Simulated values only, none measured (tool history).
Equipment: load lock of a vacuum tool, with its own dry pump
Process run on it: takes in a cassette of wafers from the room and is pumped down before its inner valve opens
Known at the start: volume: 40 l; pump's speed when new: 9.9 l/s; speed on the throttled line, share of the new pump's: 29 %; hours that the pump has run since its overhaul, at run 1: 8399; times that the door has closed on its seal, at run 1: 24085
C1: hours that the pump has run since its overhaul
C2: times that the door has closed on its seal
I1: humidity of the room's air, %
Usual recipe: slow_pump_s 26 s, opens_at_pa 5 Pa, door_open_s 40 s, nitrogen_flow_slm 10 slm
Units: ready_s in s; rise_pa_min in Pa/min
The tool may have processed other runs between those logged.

{"run": 1, "day": 0.0, "slow_pump_s": 26, "opens_at_pa": 5, "door_open_s": 40, "nitrogen_flow_slm": 10, "C1": 8399, "C2": 24085, "I1": 45.4, "ready_s": 66.3, "rise_pa_min": 0.074}
{"run": 2, "day": 3.858, "slow_pump_s": 26, "opens_at_pa": 5, "door_open_s": 40, "nitrogen_flow_slm": 10, "C1": 8491, "C2": 24423, "I1": 45.5, "ready_s": 65.4, "rise_pa_min": 0.078}
{"run": 3, "day": 10.092, "slow_pump_s": 26, "opens_at_pa": 5, "door_open_s": 40, "nitrogen_flow_slm": 6, "C1": 8641, "C2": 24969, "I1": 44.1, "ready_s": 66.2, "rise_pa_min": 0.087}
{"run": 4, "day": 15.917, "slow_pump_s": 26, "opens_at_pa": 5, "door_open_s": 40, "nitrogen_flow_slm": 10, "C1": 8781, "C2": 25478, "I1": 43.0, "ready_s": 66.7, "rise_pa_min": 0.07}
{"run": 5, "day": 19.862, "slow_pump_s": 26, "opens_at_pa": 5, "door_open_s": 40, "nitrogen_flow_slm": 10, "C1": 8875, "C2": 25824, "I1": 46.8, "ready_s": 67.1, "rise_pa_min": 0.081}
{"run": 6, "day": 26.179, "slow_pump_s": 26, "opens_at_pa": 5, "door_open_s": 40, "nitrogen_flow_slm": 10, "C1": 9027, "C2": 26377, "I1": 45.3, "ready_s": 65.8, "rise_pa_min": 0.083}
{"run": 7, "day": 32.996, "slow_pump_s": 26, "opens_at_pa": 5, "door_open_s": 40, "nitrogen_flow_slm": 10, "C1": 9190, "C2": 26974, "I1": 45.4, "ready_s": 67.2, "rise_pa_min": 0.088}
{"run": 8, "day": 39.608, "slow_pump_s": 26, "opens_at_pa": 5, "door_open_s": 40, "nitrogen_flow_slm": 10, "C1": 9349, "C2": 27553, "I1": 45.5, "ready_s": 66.7, "rise_pa_min": 0.085}
{"run": 9, "day": 48.492, "slow_pump_s": 26, "opens_at_pa": 5, "door_open_s": 40, "nitrogen_flow_slm": 10, "C1": 9562, "C2": 28331, "I1": 48.7, "ready_s": 66.6, "rise_pa_min": 0.097}
{"run": 10, "day": 52.571, "slow_pump_s": 26, "opens_at_pa": 5, "door_open_s": 40, "nitrogen_flow_slm": 10, "C1": 9660, "C2": 28688, "I1": 46.5, "ready_s": 66.5, "rise_pa_min": 0.092}
{"run": 11, "day": 61.729, "slow_pump_s": 26, "opens_at_pa": 5, "door_open_s": 40, "nitrogen_flow_slm": 10, "C1": 9880, "C2": 29490, "I1": 43.5, "ready_s": 67.8, "rise_pa_min": 0.086}
{"run": 12, "day": 68.079, "slow_pump_s": 43, "opens_at_pa": 5, "door_open_s": 40, "nitrogen_flow_slm": 10, "C1": 10032, "C2": 30046, "I1": 46.0, "ready_s": 78.5, "rise_pa_min": 0.09}
{"run": 13, "day": 74.158, "slow_pump_s": 43, "opens_at_pa": 5, "door_open_s": 40, "nitrogen_flow_slm": 10, "C1": 10178, "C2": 30579, "I1": 45.1, "ready_s": 80.0, "rise_pa_min": 0.096}

The next listed run, before its measurement:
{"run": 14, "day": 79.475, "slow_pump_s": 43, "opens_at_pa": 5, "door_open_s": 56, "nitrogen_flow_slm": 26, "C1": 10306, "C2": 31044, "I1": 44.7, "ready_s": "?", "rise_pa_min": "?"}

For run 14 the tool returned ready_s 79.5 s, rise_pa_min 0.081 Pa/min.
Take away the tool's hidden state, keep the run-to-run variation as it was, and the same run would have given ready_s 71.6 s, rise_pa_min 0.017 Pa/min.
